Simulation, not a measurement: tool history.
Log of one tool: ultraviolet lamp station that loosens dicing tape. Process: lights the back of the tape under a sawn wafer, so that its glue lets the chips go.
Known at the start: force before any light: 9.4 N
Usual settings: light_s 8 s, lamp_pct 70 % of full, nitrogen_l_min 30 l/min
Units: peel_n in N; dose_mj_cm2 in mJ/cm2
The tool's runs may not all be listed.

{"run": 1, "hour": 0.0, "light_s": 8, "lamp_pct": 70, "nitrogen_l_min": 30, "peel_n": 1.411, "dose_mj_cm2": 173}
{"run": 2, "hour": 20.0, "light_s": 8, "lamp_pct": 70, "nitrogen_l_min": 30, "peel_n": 1.463, "dose_mj_cm2": 172}
{"run": 3, "hour": 46.5, "light_s": 4, "lamp_pct": 70, "nitrogen_l_min": 30, "peel_n": 3.579, "dose_mj_cm2": 85}
{"hour": 73.8, "done": "window cleaned of glue's vapour"}
{"run": 4, "hour": 75.5, "light_s": 4, "lamp_pct": 70, "nitrogen_l_min": 30, "peel_n": 3.658, "dose_mj_cm2": 82}
{"run": 5, "hour": 89.8, "light_s": 4, "lamp_pct": 70, "nitrogen_l_min": 30, "peel_n": 3.776, "dose_mj_cm2": 79}
{"run": 6, "hour": 112.1, "light_s": 4, "lamp_pct": 70, "nitrogen_l_min": 30, "peel_n": 3.682, "dose_mj_cm2": 83}
{"run": 7, "hour": 125.1, "light_s": 8, "lamp_pct": 70, "nitrogen_l_min": 30, "peel_n": 1.608, "dose_mj_cm2": 161}
{"run": 8, "hour": 151.0, "light_s": 8, "lamp_pct": 65, "nitrogen_l_min": 30, "peel_n": 1.855, "dose_mj_cm2": 150}
{"run": 9, "hour": 174.5, "light_s": 8, "lamp_pct": 65, "nitrogen_l_min": 30, "peel_n": 1.881, "dose_mj_cm2": 146}
{"run": 10, "hour": 194.1, "light_s": 8, "lamp_pct": 65, "nitrogen_l_min": 30, "peel_n": 1.947, "dose_mj_cm2": 146}
{"hour": 196.8, "done": "window cleaned of glue's vapour, once more"}
{"run": 11, "hour": 220.8, "light_s": 8, "lamp_pct": 65, "nitrogen_l_min": 30, "peel_n": 1.723, "dose_mj_cm2": 154}
{"run": 12, "hour": 248.2, "light_s": 8, "lamp_pct": 75, "nitrogen_l_min": 30, "peel_n": 1.342, "dose_mj_cm2": 176}
{"run": 13, "hour": 268.8, "light_s": 8, "lamp_pct": 75, "nitrogen_l_min": 30, "peel_n": 1.392, "dose_mj_cm2": 176}
{"run": 14, "hour": 297.8, "light_s": 8, "lamp_pct": 75, "nitrogen_l_min": 30, "peel_n": 1.413, "dose_mj_cm2": 175}
{"run": 15, "hour": 315.2, "light_s": 8, "lamp_pct": 67, "nitrogen_l_min": 30, "peel_n": 1.713, "dose_mj_cm2": 152}
{"run": 16, "hour": 341.8, "light_s": 8, "lamp_pct": 70, "nitrogen_l_min": 40, "peel_n": 1.438, "dose_mj_cm2": 161}
{"run": 17, "hour": 361.9, "light_s": 8, "lamp_pct": 70, "nitrogen_l_min": 40, "peel_n": 1.42, "dose_mj_cm2": 160}
{"run": 18, "hour": 387.8, "light_s": 8, "lamp_pct": 70, "nitrogen_l_min": 30, "peel_n": 1.718, "dose_mj_cm2": 158}
{"run": 19, "hour": 413.2, "light_s": 8, "lamp_pct": 70, "nitrogen_l_min": 30, "peel_n": 1.714, "dose_mj_cm2": 153}
{"run": 20, "hour": 436.3, "light_s": 8, "lamp_pct": 70, "nitrogen_l_min": 30, "peel_n": 1.767, "dose_mj_cm2": 151}
{"run": 21, "hour": 457.6, "light_s": 9, "lamp_pct": 88, "nitrogen_l_min": 41, "peel_n": 0.794, "dose_mj_cm2": 218}
{"run": 22, "hour": 478.3, "light_s": 6, "lamp_pct": 94, "nitrogen_l_min": 30, "peel_n": 1.776, "dose_mj_cm2": 154}
{"run": 23, "hour": 506.6, "light_s": 6, "lamp_pct": 94, "nitrogen_l_min": 42, "peel_n": 1.55, "dose_mj_cm2": 151}
{"run": 24, "hour": 526.2, "light_s": 6, "lamp_pct": 94, "nitrogen_l_min": 42, "peel_n": 1.568, "dose_mj_cm2": 149}
{"run": 25, "hour": 540.3, "light_s": 6, "lamp_pct": 94, "nitrogen_l_min": 42, "peel_n": 1.582, "dose_mj_cm2": 148}
{"run": 26, "hour": 560.7, "light_s": 6, "lamp_pct": 94, "nitrogen_l_min": 42, "peel_n": 1.638, "dose_mj_cm2": 147}
{"run": 27, "hour": 573.7, "light_s": 8, "lamp_pct": 70, "nitrogen_l_min": 20, "peel_n": 2.303, "dose_mj_cm2": 144}
{"run": 28, "hour": 602.9, "light_s": 8, "lamp_pct": 70, "nitrogen_l_min": 20, "peel_n": 2.409, "dose_mj_cm2": 140}
{"run": 29, "hour": 625.8, "light_s": 7, "lamp_pct": 90, "nitrogen_l_min": 18, "peel_n": 2.161, "dose_mj_cm2": 160}
{"run": 30, "hour": 642.8, "light_s": 4, "lamp_pct": 60, "nitrogen_l_min": 34, "peel_n": 4.632, "dose_mj_cm2": 58}
{"run": 31, "hour": 655.3, "light_s": 4, "lamp_pct": 60, "nitrogen_l_min": 34, "peel_n": 4.671, "dose_mj_cm2": 61}
{"run": 32, "hour": 680.3, "light_s": 6, "lamp_pct": 62, "nitrogen_l_min": 30, "peel_n": 3.327, "dose_mj_cm2": 92}
{"run": 33, "hour": 696.9, "light_s": 6, "lamp_pct": 62, "nitrogen_l_min": 30, "peel_n": 3.441, "dose_mj_cm2": 90}
{"run": 34, "hour": 710.3, "light_s": 10, "lamp_pct": 61, "nitrogen_l_min": 26, "peel_n": 2.001, "dose_mj_cm2": 146}
{"run": 35, "hour": 735.5, "light_s": 6, "lamp_pct": 69, "nitrogen_l_min": 9, "peel_n": 4.488, "dose_mj_cm2": 100}
{"run": 36, "hour": 753.6, "light_s": 6, "lamp_pct": 69, "nitrogen_l_min": 9, "peel_n": 4.477, "dose_mj_cm2": 100}
{"run": 37, "hour": 783.7, "light_s": 13, "lamp_pct": 69, "nitrogen_l_min": 20, "peel_n": 1.317, "dose_mj_cm2": 213}
{"run": 38, "hour": 811.3, "light_s": 10, "lamp_pct": 60, "nitrogen_l_min": 30, "peel_n": 2.049, "dose_mj_cm2": 136}
{"run": 39, "hour": 831.9, "light_s": 9, "lamp_pct": 70, "nitrogen_l_min": 30, "peel_n": 1.97, "dose_mj_cm2": 144}
{"run": 40, "hour": 851.7, "light_s": 8, "lamp_pct": 70, "nitrogen_l_min": 31, "peel_n": 2.298, "dose_mj_cm2": 128}

4 ways to go on from here, each from the tool as it stands after run 40. What would each give?
{"run": "A", "hour": 868.8, "light_s": 14, "lamp_pct": 70, "nitrogen_l_min": 30, "peel_n": "?", "dose_mj_cm2": "?"}
{"run": "B", "hour": 868.8, "light_s": 16, "lamp_pct": 70, "nitrogen_l_min": 31, "peel_n": "?", "dose_mj_cm2": "?"}
{"run": "C", "hour": 868.8, "light_s": 5, "lamp_pct": 70, "nitrogen_l_min": 22, "peel_n": "?", "dose_mj_cm2": "?"}
{"run": "D", "hour": 868.8, "light_s": 9, "lamp_pct": 75, "nitrogen_l_min": 36, "peel_n": "?", "dose_mj_cm2": "?"}

run=A peel_n=0.937 dose_mj_cm2=223
run=B peel_n=0.692 dose_mj_cm2=247
run=C peel_n=4.261 dose_mj_cm2=82
run=D peel_n=1.656 dose_mj_cm2=154
Without the tool's hidden state the same runs would have given:
run=A peel_n=0.447 dose_mj_cm2=330
run=B peel_n=0.348 dose_mj_cm2=368
run=C peel_n=2.927 dose_mj_cm2=120
run=D peel_n=0.814 dose_mj_cm2=228

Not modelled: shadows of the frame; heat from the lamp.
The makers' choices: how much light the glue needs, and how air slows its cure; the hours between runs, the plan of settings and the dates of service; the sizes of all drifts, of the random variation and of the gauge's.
